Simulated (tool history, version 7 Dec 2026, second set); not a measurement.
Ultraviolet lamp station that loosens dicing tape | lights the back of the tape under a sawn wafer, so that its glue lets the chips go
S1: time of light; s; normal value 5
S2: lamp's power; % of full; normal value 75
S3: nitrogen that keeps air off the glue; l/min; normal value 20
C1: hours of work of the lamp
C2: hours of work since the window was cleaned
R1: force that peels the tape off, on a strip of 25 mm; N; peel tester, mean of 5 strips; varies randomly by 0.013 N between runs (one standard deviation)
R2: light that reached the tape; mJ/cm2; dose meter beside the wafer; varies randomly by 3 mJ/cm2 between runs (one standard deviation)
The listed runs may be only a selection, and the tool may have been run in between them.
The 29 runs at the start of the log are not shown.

run    hour  S1  S2  S3   C1   C2     R1   R2
 30  1351.7   2  76  20   79  188  2.434  185
 31  1391.4   7  76  20  102  211  0.242  657
 32  1442.5   5  65  20  130  240  0.798  395
 33  1478.1   6  85  20  150  260  0.287  628
 34  1523.6   6  85  20  176  285  0.275  624
 35  1574.6   6  85  20  204  314  0.279  627
 36  1627.5   2  63  20  234  343  2.977  157
 37  1674.7   2  63  20  261  370  2.967  152
 38  1706.0   2  63  20  278  388  2.853  154
 39  1754.3   2  63  20  305  415  2.891  156
     1791.9  -- window cleaned of glue's vapour
 40  1791.9   2  63  20  326    0  2.868  154
 41  1819.1   3  90  19  342   15  1.137  330
 42  1849.4   9  75  24  359   32  0.123  834

Below are 4 alternative next runs, each starting from the tool's condition after run 42. Predict each:
  A  1898.2   9  76  21  386  60   ?   ?
  B  1898.2   4  92  16  386  60   ?   ?
  C  1898.2   9  75   8  386  60   ?   ?
  D  1898.2   6  91  17  386  60   ?   ?

run     R1   R2
  A  0.123  839
  B  0.763  448
  C  0.331  826
  D  0.268  669
What these runs would have given with no unlogged condition in the tool:
run     R1   R2
  A  0.123  840
  B  0.762  448
  C  0.330  827
  D  0.267  670
